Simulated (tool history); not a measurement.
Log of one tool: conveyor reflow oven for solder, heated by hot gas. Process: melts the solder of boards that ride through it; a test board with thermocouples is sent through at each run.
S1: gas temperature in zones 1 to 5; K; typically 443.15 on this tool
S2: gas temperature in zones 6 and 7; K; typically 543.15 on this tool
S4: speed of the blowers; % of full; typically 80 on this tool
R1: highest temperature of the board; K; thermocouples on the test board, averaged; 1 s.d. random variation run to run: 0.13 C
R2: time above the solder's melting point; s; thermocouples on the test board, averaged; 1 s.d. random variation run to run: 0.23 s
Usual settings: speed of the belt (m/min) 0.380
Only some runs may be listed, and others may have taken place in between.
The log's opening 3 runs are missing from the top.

run 4 hour=163.6 | S1=443.15 S2=543.15 speed_of_the_belt_(m/min)=0.380 S4=80 | R1=527.35 R2=71.2
run 5 hour=201.5 | S1=443.15 S2=543.15 speed_of_the_belt_(m/min)=0.380 S4=80 | R1=527.15 R2=71.5
-- hour=228.7 flux residue cleaned out of gas plates and filters
run 6 hour=272.7 | S1=443.15 S2=543.15 speed_of_the_belt_(m/min)=0.380 S4=80 | R1=528.75 R2=72.6
run 7 hour=342.8 | S1=443.15 S2=543.15 speed_of_the_belt_(m/min)=0.380 S4=80 | R1=528.55 R2=72.6
run 8 hour=378.1 | S1=443.15 S2=543.15 speed_of_the_belt_(m/min)=0.380 S4=80 | R1=528.45 R2=72.6
run 9 hour=419.4 | S1=443.15 S2=543.15 speed_of_the_belt_(m/min)=0.380 S4=80 | R1=528.25 R2=72.5
run 10 hour=451.5 | S1=443.15 S2=543.15 speed_of_the_belt_(m/min)=0.400 S4=80 | R1=526.75 R2=67.0
run 11 hour=524.0 | S1=443.15 S2=543.15 speed_of_the_belt_(m/min)=0.302 S4=80 | R1=534.65 R2=98.6
run 12 hour=599.0 | S1=443.15 S2=543.15 speed_of_the_belt_(m/min)=0.327 S4=80 | R1=532.15 R2=89.2
-- hour=609.2 belt drive overhauled, speed set with a stopwatch
-- hour=645.2 flux residue cleaned out of gas plates and filters
run 13 hour=645.2 | S1=443.15 S2=543.15 speed_of_the_belt_(m/min)=0.327 S4=80 | R1=533.85 R2=91.5
run 14 hour=712.9 | S1=443.15 S2=543.15 speed_of_the_belt_(m/min)=0.380 S4=80 | R1=529.65 R2=74.4
-- hour=729.5 belt drive overhauled, speed set with a stopwatch, once more
run 15 hour=772.4 | S1=443.15 S2=543.15 speed_of_the_belt_(m/min)=0.380 S4=80 | R1=529.15 R2=72.7
run 16 hour=820.0 | S1=449.15 S2=543.15 speed_of_the_belt_(m/min)=0.349 S4=80 | R1=532.45 R2=85.1
run 17 hour=859.5 | S1=430.15 S2=554.15 speed_of_the_belt_(m/min)=0.380 S4=80 | R1=536.55 R2=73.4
run 18 hour=908.8 | S1=448.15 S2=543.15 speed_of_the_belt_(m/min)=0.453 S4=73 | R1=521.95 R2=55.1
run 19 hour=966.4 | S1=456.15 S2=543.15 speed_of_the_belt_(m/min)=0.322 S4=64 | R1=532.25 R2=96.4
run 20 hour=1013.5 | S1=456.15 S2=543.15 speed_of_the_belt_(m/min)=0.322 S4=64 | R1=532.15 R2=96.5
-- hour=1064.8 flux residue cleaned out of gas plates and filters
run 21 hour=1075.5 | S1=456.15 S2=543.15 speed_of_the_belt_(m/min)=0.322 S4=64 | R1=533.45 R2=97.5

Forecast run 22:
run 22 hour=1107.0 | S1=456.15 S2=543.15 speed_of_the_belt_(m/min)=0.322 S4=64 | R1=? R2=?

R1: 533.05 K
R2: 96.9 s
Without the tool's hidden state the same run would have given R1 531.65 K, R2 95.1 s.
